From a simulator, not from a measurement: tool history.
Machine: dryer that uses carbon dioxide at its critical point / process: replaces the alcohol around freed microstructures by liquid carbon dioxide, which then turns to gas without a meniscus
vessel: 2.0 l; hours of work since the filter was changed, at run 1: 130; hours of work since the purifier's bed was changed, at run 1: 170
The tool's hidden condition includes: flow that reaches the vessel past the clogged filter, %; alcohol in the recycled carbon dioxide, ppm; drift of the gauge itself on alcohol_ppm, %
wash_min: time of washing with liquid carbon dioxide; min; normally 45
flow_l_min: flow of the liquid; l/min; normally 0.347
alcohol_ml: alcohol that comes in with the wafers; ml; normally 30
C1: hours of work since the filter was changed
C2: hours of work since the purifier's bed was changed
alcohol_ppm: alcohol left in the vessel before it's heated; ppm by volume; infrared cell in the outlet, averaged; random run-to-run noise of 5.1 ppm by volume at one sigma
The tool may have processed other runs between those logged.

{"run": 1, "day": 0.0, "wash_min": 45, "flow_l_min": 0.347, "alcohol_ml": 30, "C1": 130, "C2": 170, "alcohol_ppm": 146}
{"run": 2, "day": 1.496, "wash_min": 45, "flow_l_min": 0.347, "alcohol_ml": 30, "C1": 152, "C2": 192, "alcohol_ppm": 158}
{"day": 1.846, "done": "inlet filter changed"}
{"run": 3, "day": 2.971, "wash_min": 45, "flow_l_min": 0.347, "alcohol_ml": 32, "C1": 17, "C2": 214, "alcohol_ppm": 106}
{"run": 4, "day": 3.983, "wash_min": 45, "flow_l_min": 0.347, "alcohol_ml": 32, "C1": 32, "C2": 229, "alcohol_ppm": 113}
{"run": 5, "day": 4.8, "wash_min": 45, "flow_l_min": 0.347, "alcohol_ml": 30, "C1": 45, "C2": 242, "alcohol_ppm": 124}
{"run": 6, "day": 5.792, "wash_min": 45, "flow_l_min": 0.347, "alcohol_ml": 29, "C1": 60, "C2": 257, "alcohol_ppm": 129}
{"run": 7, "day": 6.638, "wash_min": 45, "flow_l_min": 0.347, "alcohol_ml": 29, "C1": 72, "C2": 270, "alcohol_ppm": 131}
{"run": 8, "day": 7.588, "wash_min": 45, "flow_l_min": 0.347, "alcohol_ml": 29, "C1": 87, "C2": 284, "alcohol_ppm": 164}
{"run": 9, "day": 8.492, "wash_min": 45, "flow_l_min": 0.347, "alcohol_ml": 29, "C1": 100, "C2": 298, "alcohol_ppm": 158}
{"run": 10, "day": 10.05, "wash_min": 45, "flow_l_min": 0.347, "alcohol_ml": 29, "C1": 124, "C2": 321, "alcohol_ppm": 187}
{"run": 11, "day": 11.254, "wash_min": 45, "flow_l_min": 0.22, "alcohol_ml": 30, "C1": 142, "C2": 339, "alcohol_ppm": 862}
{"day": 12.15, "done": "inlet filter changed"}
{"run": 12, "day": 12.246, "wash_min": 45, "flow_l_min": 0.22, "alcohol_ml": 30, "C1": 1, "C2": 354, "alcohol_ppm": 530}
{"run": 13, "day": 13.85, "wash_min": 45, "flow_l_min": 0.22, "alcohol_ml": 30, "C1": 26, "C2": 378, "alcohol_ppm": 554}
{"run": 14, "day": 14.996, "wash_min": 45, "flow_l_min": 0.22, "alcohol_ml": 30, "C1": 43, "C2": 395, "alcohol_ppm": 608}
{"run": 15, "day": 16.625, "wash_min": 67, "flow_l_min": 0.347, "alcohol_ml": 30, "C1": 68, "C2": 420, "alcohol_ppm": 110}
{"run": 16, "day": 17.579, "wash_min": 67, "flow_l_min": 0.347, "alcohol_ml": 30, "C1": 82, "C2": 434, "alcohol_ppm": 108}
{"run": 17, "day": 19.075, "wash_min": 66, "flow_l_min": 0.347, "alcohol_ml": 50, "C1": 105, "C2": 457, "alcohol_ppm": 113}
{"run": 18, "day": 20.638, "wash_min": 66, "flow_l_min": 0.347, "alcohol_ml": 50, "C1": 128, "C2": 480, "alcohol_ppm": 122}
{"run": 19, "day": 21.546, "wash_min": 54, "flow_l_min": 0.317, "alcohol_ml": 63, "C1": 142, "C2": 494, "alcohol_ppm": 284}
{"day": 22.542, "done": "inlet filter changed"}
{"run": 20, "day": 23.208, "wash_min": 54, "flow_l_min": 0.317, "alcohol_ml": 63, "C1": 10, "C2": 519, "alcohol_ppm": 185}
{"run": 21, "day": 24.492, "wash_min": 64, "flow_l_min": 0.347, "alcohol_ml": 30, "C1": 29, "C2": 538, "alcohol_ppm": 126}
{"run": 22, "day": 25.188, "wash_min": 45, "flow_l_min": 0.422, "alcohol_ml": 55, "C1": 40, "C2": 549, "alcohol_ppm": 170}
{"run": 23, "day": 26.833, "wash_min": 45, "flow_l_min": 0.422, "alcohol_ml": 55, "C1": 65, "C2": 573, "alcohol_ppm": 171}
{"run": 24, "day": 28.404, "wash_min": 37, "flow_l_min": 0.422, "alcohol_ml": 55, "C1": 89, "C2": 597, "alcohol_ppm": 279}
{"run": 25, "day": 29.096, "wash_min": 37, "flow_l_min": 0.422, "alcohol_ml": 55, "C1": 99, "C2": 608, "alcohol_ppm": 291}
{"run": 26, "day": 30.754, "wash_min": 58, "flow_l_min": 0.474, "alcohol_ml": 55, "C1": 124, "C2": 633, "alcohol_ppm": 145}
{"run": 27, "day": 32.229, "wash_min": 59, "flow_l_min": 0.474, "alcohol_ml": 41, "C1": 146, "C2": 655, "alcohol_ppm": 153}
{"day": 32.842, "done": "inlet filter changed"}
{"run": 28, "day": 33.192, "wash_min": 29, "flow_l_min": 0.487, "alcohol_ml": 96, "C1": 5, "C2": 669, "alcohol_ppm": 403}
{"run": 29, "day": 33.938, "wash_min": 38, "flow_l_min": 0.347, "alcohol_ml": 30, "C1": 17, "C2": 680, "alcohol_ppm": 279}
{"run": 30, "day": 35.212, "wash_min": 38, "flow_l_min": 0.347, "alcohol_ml": 30, "C1": 36, "C2": 700, "alcohol_ppm": 300}

Alternative continuations, all from the tool just after run 30; predict every row:
{"run": "A", "day": 36.171, "wash_min": 50, "flow_l_min": 0.423, "alcohol_ml": 21, "C1": 50, "C2": 714, "alcohol_ppm": "?"}
{"run": "B", "day": 36.171, "wash_min": 45, "flow_l_min": 0.432, "alcohol_ml": 30, "C1": 50, "C2": 714, "alcohol_ppm": "?"}
{"run": "C", "day": 36.171, "wash_min": 40, "flow_l_min": 0.21, "alcohol_ml": 24, "C1": 50, "C2": 714, "alcohol_ppm": "?"}
{"run": "D", "day": 36.171, "wash_min": 39, "flow_l_min": 0.4, "alcohol_ml": 112, "C1": 50, "C2": 714, "alcohol_ppm": "?"}
{"run": "E", "day": 36.171, "wash_min": 31, "flow_l_min": 0.347, "alcohol_ml": 37, "C1": 50, "C2": 714, "alcohol_ppm": "?"}

run=A alcohol_ppm=165
run=B alcohol_ppm=180
run=C alcohol_ppm=835
run=D alcohol_ppm=392
run=E alcohol_ppm=602
Without the tool's unlogged condition, the same runs would have read:
run=A alcohol_ppm=8
run=B alcohol_ppm=19
run=C alcohol_ppm=573
run=D alcohol_ppm=170
run=E alcohol_ppm=356

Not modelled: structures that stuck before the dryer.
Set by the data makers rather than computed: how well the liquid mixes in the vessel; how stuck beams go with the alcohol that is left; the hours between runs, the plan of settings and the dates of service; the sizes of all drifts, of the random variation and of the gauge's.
